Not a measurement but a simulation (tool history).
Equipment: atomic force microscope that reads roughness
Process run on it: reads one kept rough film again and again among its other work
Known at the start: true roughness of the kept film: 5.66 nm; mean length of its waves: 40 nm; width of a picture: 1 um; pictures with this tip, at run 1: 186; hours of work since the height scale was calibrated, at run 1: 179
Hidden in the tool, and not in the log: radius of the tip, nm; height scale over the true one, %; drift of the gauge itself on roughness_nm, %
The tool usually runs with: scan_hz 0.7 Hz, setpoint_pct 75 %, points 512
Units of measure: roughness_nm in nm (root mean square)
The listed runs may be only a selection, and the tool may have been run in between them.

| run | day | scan_hz | setpoint_pct | points | pictures with this tip | hours of work since the height scale was calibrated | roughness_nm |
|---|---|---|---|---|---|---|---|
| 1 | 0 | 0.7 | 75 | 512 | 186 | 179 | 3.983 |
| 2 | 0.542 | 0.7 | 75 | 512 | 208 | 185 | 3.903 |
| 3 | 1.233 | 0.7 | 75 | 512 | 236 | 194 | 3.806 |
| 4 | 1.642 | 0.7 | 75 | 512 | 252 | 199 | 3.755 |
| 5 | 2.533 | 0.7 | 75 | 512 | 289 | 210 | 3.65 |
| 6 | 3.083 | 0.7 | 75 | 512 | 311 | 216 | 3.575 |
| 7 | 3.733 | 0.53 | 75 | 512 | 338 | 224 | 3.509 |
|  | 3.8 | new tip fitted |
| 8 | 4.125 | 0.53 | 75 | 512 | 14 | 229 | 4.829 |
| 9 | 4.8 | 0.53 | 75 | 512 | 41 | 237 | 4.676 |
| 10 | 5.238 | 0.53 | 75 | 512 | 59 | 242 | 4.578 |
| 11 | 5.675 | 0.53 | 75 | 512 | 77 | 248 | 4.48 |
| 12 | 6.254 | 0.53 | 75 | 512 | 100 | 255 | 4.419 |
| 13 | 7.142 | 0.7 | 75 | 512 | 137 | 266 | 4.24 |
| 14 | 7.867 | 0.7 | 75 | 512 | 166 | 275 | 4.104 |
| 15 | 8.704 | 0.7 | 84 | 475 | 200 | 285 | 3.905 |
| 16 | 9.392 | 0.7 | 68 | 512 | 228 | 293 | 3.896 |
| 17 | 10.138 | 0.7 | 68 | 512 | 259 | 303 | 3.811 |
|  | 10.233 | height scale calibrated on a step standard |
| 18 | 11.062 | 0.7 | 68 | 512 | 294 | 10 | 3.672 |
| 19 | 11.517 | 1.374 | 68 | 342 | 313 | 16 | 3.568 |
| 20 | 11.908 | 1.905 | 62 | 342 | 329 | 21 | 3.521 |
|  | 12.167 | new tip fitted |
| 21 | 12.508 | 1.212 | 75 | 512 | 14 | 28 | 4.74 |
| 22 | 12.883 | 1.212 | 75 | 512 | 29 | 32 | 4.652 |
| 23 | 13.521 | 1.212 | 75 | 512 | 55 | 40 | 4.524 |
|  | 14.15 | height scale calibrated on a step standard, once more |
| 24 | 14.158 | 0.7 | 79 | 512 | 79 | 0 | 4.415 |
| 25 | 14.954 | 0.7 | 79 | 512 | 112 | 10 | 4.286 |
| 26 | 15.858 | 1.385 | 57 | 340 | 148 | 21 | 4.204 |
| 27 | 16.733 | 0.571 | 79 | 991 | 184 | 32 | 4.037 |
| 28 | 17.329 | 0.71 | 87 | 355 | 208 | 39 | 3.82 |

What if the next run were any one of these 5? Each begins from the tool's condition after run 28:
| A | 17.862 | 1.42 | 85 | 512 | 230 | 45 | ? |
| B | 17.862 | 0.83 | 89 | 326 | 230 | 45 | ? |
| C | 17.862 | 1.217 | 75 | 729 | 230 | 45 | ? |
| D | 17.862 | 1.172 | 87 | 825 | 230 | 45 | ? |
| E | 17.862 | 0.693 | 57 | 506 | 230 | 45 | ? |

| run | roughness_nm |
|---|---|
| A | 3.659 |
| B | 3.731 |
| C | 3.777 |
| D | 3.701 |
| E | 3.889 |
Without the tool's hidden state the same runs would have given:
| run | roughness_nm |
|---|---|
| A | 4.598 |
| B | 4.69 |
| C | 4.747 |
| D | 4.652 |
| E | 4.89 |
